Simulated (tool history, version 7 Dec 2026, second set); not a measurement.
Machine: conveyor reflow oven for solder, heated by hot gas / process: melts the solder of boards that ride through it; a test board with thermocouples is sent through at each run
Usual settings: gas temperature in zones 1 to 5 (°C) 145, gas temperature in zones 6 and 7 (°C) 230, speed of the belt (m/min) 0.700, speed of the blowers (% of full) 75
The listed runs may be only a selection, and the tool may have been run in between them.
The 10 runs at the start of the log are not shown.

run	day	gas temperature in zones 1 to 5 (°C)	gas temperature in zones 6 and 7 (°C)	speed of the belt (m/min)	speed of the blowers (% of full)	hours of work since the flux was cleaned out	hours of work since the belt drive was overhauled	hours of work since the thermocouples were changed	highest temperature of the board (°C)	time above the solder's melting point (s)
# day 7.558: thermocouples of zones 6 and 7 changed
11	7.825	145	230	0.700	67	441	644	4	214.5	49.9
12	8.596	145	230	0.700	67	451	654	14	214.0	50.7
13	9.158	145	230	0.700	67	459	662	21	214.1	50.9
14	9.838	145	230	0.700	57	468	671	30	210.6	48.2
15	10.617	145	230	0.700	75	478	681	40	215.1	52.1
# day 11.529: flux residue cleaned out of gas plates and filters
16	11.671	147	230	0.700	75	2	692	51	216.5	54.1
17	12.288	145	235	0.700	57	10	700	59	215.5	52.4
18	13.196	145	231	0.626	57	22	712	71	215.4	59.4
19	14.092	145	231	0.626	57	34	724	83	216.2	58.4
20	14.896	145	231	0.626	52	44	734	94	214.5	58.6
21	15.617	156	234	0.745	74	54	744	103	219.8	55.9
22	16.646	145	223	0.700	75	67	757	117	210.5	48.2
23	17.371	145	223	0.700	75	77	767	126	209.4	47.8
24	17.812	154	243	0.741	75	83	773	132	227.1	59.1
25	18.475	133	223	0.813	59	91	781	141	198.2	25.9
# day 19.021: belt drive overhauled, speed set with a stopwatch
26	19.442	133	223	0.813	59	102	6	151	197.4	25.2
27	20.529	133	223	0.813	59	116	20	166	197.4	24.7
28	21.225	137	228	0.700	57	125	29	175	208.4	43.4
29	22.183	158	230	0.700	75	138	42	187	218.0	60.3
30	22.933	147	230	0.761	75	148	51	197	214.1	46.7
31	23.496	147	230	0.761	75	155	59	205	213.7	47.3
32	24.121	147	230	0.761	75	163	67	213	213.5	47.0

Forecast each of these 3 alternatives for the next run:
A	24.942	134	227	0.700	75	174	78	224	?	?
B	24.942	139	230	0.839	75	174	78	224	?	?
C	24.942	147	230	0.683	89	174	78	224	?	?

run	highest temperature of the board (°C)	time above the solder's melting point (s)
A	212.3	45.8
B	209.0	36.8
C	218.9	58.1
Without the tool's hidden state the same runs would have given:
run	highest temperature of the board (°C)	time above the solder's melting point (s)
A	212.4	45.9
B	209.0	36.8
C	219.0	58.1
